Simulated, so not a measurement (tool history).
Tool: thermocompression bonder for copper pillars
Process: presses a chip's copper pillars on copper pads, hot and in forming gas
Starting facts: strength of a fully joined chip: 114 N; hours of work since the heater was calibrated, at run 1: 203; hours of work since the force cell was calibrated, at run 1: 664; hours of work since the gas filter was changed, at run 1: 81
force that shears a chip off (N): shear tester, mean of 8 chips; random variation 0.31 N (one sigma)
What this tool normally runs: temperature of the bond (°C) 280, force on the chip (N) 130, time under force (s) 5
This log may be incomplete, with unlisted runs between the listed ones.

run,day,temperature of the bond (°C),force on the chip (N),time under force (s),hours of work since the heater was calibrated,hours of work since the force cell was calibrated,hours of work since the gas filter was changed,force that shears a chip off (N)
1,0,280,130,5,203,664,81,68.7
2,0.396,280,130,5,208,670,86,68.6
3,0.804,280,130,5,214,675,92,68
4,1.167,280,130,5,219,680,97,68
5,1.512,280,130,5,224,685,102,68.5
6,2.004,280,130,5,231,692,109,67.6
7,2.488,280,130,5,237,699,115,67.9
8,2.842,280,130,4,242,704,120,63
9,3.171,293,130,4,247,708,125,71.3
10,3.658,280,130,3,254,715,132,57.7
11,4.038,280,130,5,259,720,137,68
12,4.433,280,130,5,264,726,143,67.8
13,4.688,280,130,5,268,729,146,68.4
14,4.946,280,130,5,272,733,150,67.7
15,5.346,280,130,5,277,738,155,68
# day 5.658: force cell calibrated
16,5.662,280,130,5,281,0,159,67.7
17,6.017,280,130,5,286,5,164,68
18,6.254,280,130,5,289,8,167,67.9
19,6.529,280,106,5,293,12,171,61.6
20,7.038,280,130,5,300,19,178,67.5

Estimate the outcome of run 21 from the log above:
21,7.442,273,100,4,305,25,184,?

force that shears a chip off (N): 51.3
On a tool with no hidden condition, and with the same random variation, this run would have come out at force that shears a chip off (N) 51.4.
